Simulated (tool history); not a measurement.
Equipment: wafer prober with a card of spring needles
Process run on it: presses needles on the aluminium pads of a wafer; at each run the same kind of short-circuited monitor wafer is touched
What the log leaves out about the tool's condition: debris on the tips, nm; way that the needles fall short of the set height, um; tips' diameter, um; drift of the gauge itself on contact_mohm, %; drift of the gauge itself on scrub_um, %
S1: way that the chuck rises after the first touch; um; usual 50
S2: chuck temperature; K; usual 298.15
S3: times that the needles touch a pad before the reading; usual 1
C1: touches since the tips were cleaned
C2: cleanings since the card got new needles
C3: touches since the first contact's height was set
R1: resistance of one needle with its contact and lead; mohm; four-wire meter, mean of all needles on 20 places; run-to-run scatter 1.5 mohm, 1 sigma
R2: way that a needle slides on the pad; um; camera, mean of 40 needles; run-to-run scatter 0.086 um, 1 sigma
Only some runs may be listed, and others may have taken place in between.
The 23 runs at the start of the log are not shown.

run,hour,S1,S2,S3,C1,C2,C3,R1,R2
# hour 445.8: tips cleaned on abrasive film
24,454.2,42,364.15,1,1403,19,14439,193,6.84
# hour 474.8: tips cleaned on abrasive film
25,481.8,42,331.15,1,1169,20,19014,193,6.90
# hour 500.5: height of the first contact set anew, once more
26,501.0,33,307.15,1,4327,20,85,258,6.00
# hour 504.8: tips cleaned on abrasive film
27,514.3,50,326.15,1,1584,21,2291,177,8.93
# hour 533.7: tips cleaned on abrasive film
28,543.0,50,326.15,1,1546,22,7054,179,9.04
# hour 563.1: tips cleaned on abrasive film
29,563.1,50,298.15,3,0,23,10384,147,8.85
30,578.4,50,299.15,1,2558,23,12942,185,8.99
# hour 591.8: tips cleaned on abrasive film
31,599.6,50,299.15,1,1292,24,16453,170,8.98
# hour 622.2: tips cleaned on abrasive film
32,627.9,34,355.15,1,950,25,21163,202,6.08
# hour 651.5: tips cleaned on abrasive film
33,658.0,34,355.15,1,1088,26,26162,200,5.90

Alternative continuations, all from the tool just after run 33; predict every row:
A,675.1,55,372.15,2,3940,26,29014,?,?
B,675.1,50,298.15,2,3940,26,29014,?,?
C,675.1,64,355.15,2,3940,26,29014,?,?
D,675.1,65,330.15,1,3940,26,29014,?,?
E,675.1,58,355.15,1,3940,26,29014,?,?

run,R1,R2
A,180,9.80
B,175,8.89
C,171,11.57
D,181,11.58
E,194,10.37
What these runs would have given with no unlogged condition in the tool:
run,R1,R2
A,154,9.92
B,142,9.01
C,150,11.69
D,146,11.70
E,154,10.49
